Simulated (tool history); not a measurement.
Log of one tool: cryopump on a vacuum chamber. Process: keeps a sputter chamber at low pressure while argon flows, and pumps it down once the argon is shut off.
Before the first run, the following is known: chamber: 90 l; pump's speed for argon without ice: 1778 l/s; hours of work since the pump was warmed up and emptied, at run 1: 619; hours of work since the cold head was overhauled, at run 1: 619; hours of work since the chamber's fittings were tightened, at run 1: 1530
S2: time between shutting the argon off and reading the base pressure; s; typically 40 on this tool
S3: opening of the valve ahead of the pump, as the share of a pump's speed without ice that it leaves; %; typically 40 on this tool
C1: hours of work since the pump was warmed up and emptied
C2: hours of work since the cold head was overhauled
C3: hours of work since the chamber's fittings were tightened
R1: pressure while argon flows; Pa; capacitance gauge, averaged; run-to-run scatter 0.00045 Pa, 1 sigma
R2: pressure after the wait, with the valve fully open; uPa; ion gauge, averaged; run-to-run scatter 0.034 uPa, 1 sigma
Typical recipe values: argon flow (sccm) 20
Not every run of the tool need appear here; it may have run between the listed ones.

{"run": 1, "hour": 0.0, "argon flow (sccm)": 20, "S2": 40, "S3": 40, "C1": 619, "C2": 619, "C3": 1530, "R1": 0.0526, "R2": 3.57}
{"run": 2, "hour": 27.6, "argon flow (sccm)": 20, "S2": 40, "S3": 40, "C1": 633, "C2": 633, "C3": 1544, "R1": 0.0524, "R2": 3.6}
{"run": 3, "hour": 69.0, "argon flow (sccm)": 37, "S2": 40, "S3": 40, "C1": 653, "C2": 653, "C3": 1564, "R1": 0.0959, "R2": 3.67}
{"run": 4, "hour": 102.2, "argon flow (sccm)": 37, "S2": 40, "S3": 40, "C1": 669, "C2": 669, "C3": 1580, "R1": 0.0978, "R2": 3.79}
{"run": 5, "hour": 135.7, "argon flow (sccm)": 37, "S2": 40, "S3": 40, "C1": 686, "C2": 686, "C3": 1597, "R1": 0.0958, "R2": 3.76}
{"run": 6, "hour": 156.9, "argon flow (sccm)": 37, "S2": 40, "S3": 40, "C1": 696, "C2": 696, "C3": 1607, "R1": 0.0977, "R2": 3.76}
{"run": 7, "hour": 180.6, "argon flow (sccm)": 24, "S2": 40, "S3": 40, "C1": 708, "C2": 708, "C3": 1619, "R1": 0.0636, "R2": 3.76}
{"run": 8, "hour": 205.2, "argon flow (sccm)": 20, "S2": 40, "S3": 40, "C1": 720, "C2": 720, "C3": 1631, "R1": 0.0531, "R2": 3.73}
{"run": 9, "hour": 230.2, "argon flow (sccm)": 20, "S2": 40, "S3": 40, "C1": 732, "C2": 732, "C3": 1643, "R1": 0.0534, "R2": 3.82}
{"run": 10, "hour": 265.0, "argon flow (sccm)": 20, "S2": 40, "S3": 40, "C1": 749, "C2": 749, "C3": 1660, "R1": 0.0545, "R2": 3.72}
{"hour": 307.2, "done": "pump warmed up, emptied and cooled again"}
{"run": 11, "hour": 311.0, "argon flow (sccm)": 20, "S2": 40, "S3": 40, "C1": 2, "C2": 769, "C3": 1680, "R1": 0.0485, "R2": 3.36}
{"run": 12, "hour": 338.4, "argon flow (sccm)": 21, "S2": 40, "S3": 40, "C1": 15, "C2": 782, "C3": 1694, "R1": 0.0504, "R2": 3.4}
{"run": 13, "hour": 372.2, "argon flow (sccm)": 24, "S2": 40, "S3": 40, "C1": 32, "C2": 799, "C3": 1710, "R1": 0.0576, "R2": 3.52}
{"run": 14, "hour": 395.8, "argon flow (sccm)": 24, "S2": 40, "S3": 40, "C1": 43, "C2": 811, "C3": 1722, "R1": 0.0574, "R2": 3.44}
{"run": 15, "hour": 420.5, "argon flow (sccm)": 24, "S2": 40, "S3": 40, "C1": 55, "C2": 823, "C3": 1734, "R1": 0.0575, "R2": 3.37}
{"hour": 428.4, "done": "leaking fittings of the chamber tightened, without venting"}
{"run": 16, "hour": 447.6, "argon flow (sccm)": 40, "S2": 40, "S3": 40, "C1": 68, "C2": 835, "C3": 9, "R1": 0.0962, "R2": 1.85}
{"run": 17, "hour": 465.4, "argon flow (sccm)": 20, "S2": 40, "S3": 40, "C1": 77, "C2": 844, "C3": 18, "R1": 0.0481, "R2": 1.91}
{"run": 18, "hour": 491.2, "argon flow (sccm)": 11, "S2": 40, "S3": 21, "C1": 89, "C2": 856, "C3": 31, "R1": 0.0506, "R2": 1.91}
{"run": 19, "hour": 518.6, "argon flow (sccm)": 11, "S2": 40, "S3": 21, "C1": 103, "C2": 870, "C3": 44, "R1": 0.0507, "R2": 1.93}
{"run": 20, "hour": 554.0, "argon flow (sccm)": 24, "S2": 84, "S3": 21, "C1": 120, "C2": 887, "C3": 62, "R1": 0.1097, "R2": 1.04}
{"run": 21, "hour": 581.3, "argon flow (sccm)": 8, "S2": 188, "S3": 21, "C1": 133, "C2": 900, "C3": 75, "R1": 0.0366, "R2": 0.7}
{"run": 22, "hour": 604.2, "argon flow (sccm)": 8, "S2": 188, "S3": 21, "C1": 145, "C2": 912, "C3": 86, "R1": 0.0367, "R2": 0.66}
{"run": 23, "hour": 632.6, "argon flow (sccm)": 31, "S2": 270, "S3": 40, "C1": 158, "C2": 926, "C3": 100, "R1": 0.076, "R2": 0.53}
{"run": 24, "hour": 667.4, "argon flow (sccm)": 32, "S2": 46, "S3": 23, "C1": 175, "C2": 943, "C3": 117, "R1": 0.1331, "R2": 1.71}
{"run": 25, "hour": 694.9, "argon flow (sccm)": 20, "S2": 179, "S3": 40, "C1": 189, "C2": 956, "C3": 131, "R1": 0.0493, "R2": 0.75}
{"run": 26, "hour": 726.7, "argon flow (sccm)": 20, "S2": 242, "S3": 40, "C1": 204, "C2": 972, "C3": 146, "R1": 0.0494, "R2": 0.64}
{"run": 27, "hour": 746.2, "argon flow (sccm)": 34, "S2": 265, "S3": 40, "C1": 214, "C2": 981, "C3": 156, "R1": 0.0833, "R2": 0.66}
{"run": 28, "hour": 784.8, "argon flow (sccm)": 16, "S2": 265, "S3": 40, "C1": 233, "C2": 1000, "C3": 175, "R1": 0.0396, "R2": 0.66}
{"run": 29, "hour": 816.1, "argon flow (sccm)": 16, "S2": 265, "S3": 40, "C1": 248, "C2": 1015, "C3": 190, "R1": 0.0402, "R2": 0.7}
{"run": 30, "hour": 836.9, "argon flow (sccm)": 9, "S2": 40, "S3": 40, "C1": 258, "C2": 1026, "C3": 200, "R1": 0.0216, "R2": 2.18}
{"run": 31, "hour": 875.9, "argon flow (sccm)": 16, "S2": 46, "S3": 53, "C1": 278, "C2": 1045, "C3": 219, "R1": 0.03, "R2": 1.91}
{"run": 32, "hour": 916.2, "argon flow (sccm)": 14, "S2": 102, "S3": 19, "C1": 297, "C2": 1064, "C3": 239, "R1": 0.0712, "R2": 1.15}
{"run": 33, "hour": 954.3, "argon flow (sccm)": 20, "S2": 109, "S3": 38, "C1": 316, "C2": 1083, "C3": 258, "R1": 0.0516, "R2": 1.09}

Forecast each of these 5 alternatives for the next run:
{"run": "A", "hour": 973.3, "argon flow (sccm)": 10, "S2": 196, "S3": 16, "C1": 325, "C2": 1092, "C3": 267, "R1": "?", "R2": "?"}
{"run": "B", "hour": 973.3, "argon flow (sccm)": 31, "S2": 27, "S3": 57, "C1": 325, "C2": 1092, "C3": 267, "R1": "?", "R2": "?"}
{"run": "C", "hour": 973.3, "argon flow (sccm)": 20, "S2": 109, "S3": 54, "C1": 325, "C2": 1092, "C3": 267, "R1": "?", "R2": "?"}
{"run": "D", "hour": 973.3, "argon flow (sccm)": 11, "S2": 119, "S3": 38, "C1": 325, "C2": 1092, "C3": 267, "R1": "?", "R2": "?"}
{"run": "E", "hour": 973.3, "argon flow (sccm)": 17, "S2": 40, "S3": 40, "C1": 325, "C2": 1092, "C3": 267, "R1": "?", "R2": "?"}

run=A R1=0.0608 R2=0.84
run=B R1=0.0555 R2=2.91
run=C R1=0.0377 R2=1.14
run=D R1=0.0286 R2=1.05
run=E R1=0.0419 R2=2.18
With no hidden state in the tool, these same runs would have given:
run=A R1=0.0596 R2=0.51
run=B R1=0.0518 R2=2.58
run=C R1=0.0353 R2=0.8
run=D R1=0.0272 R2=0.71
run=E R1=0.0398 R2=1.84
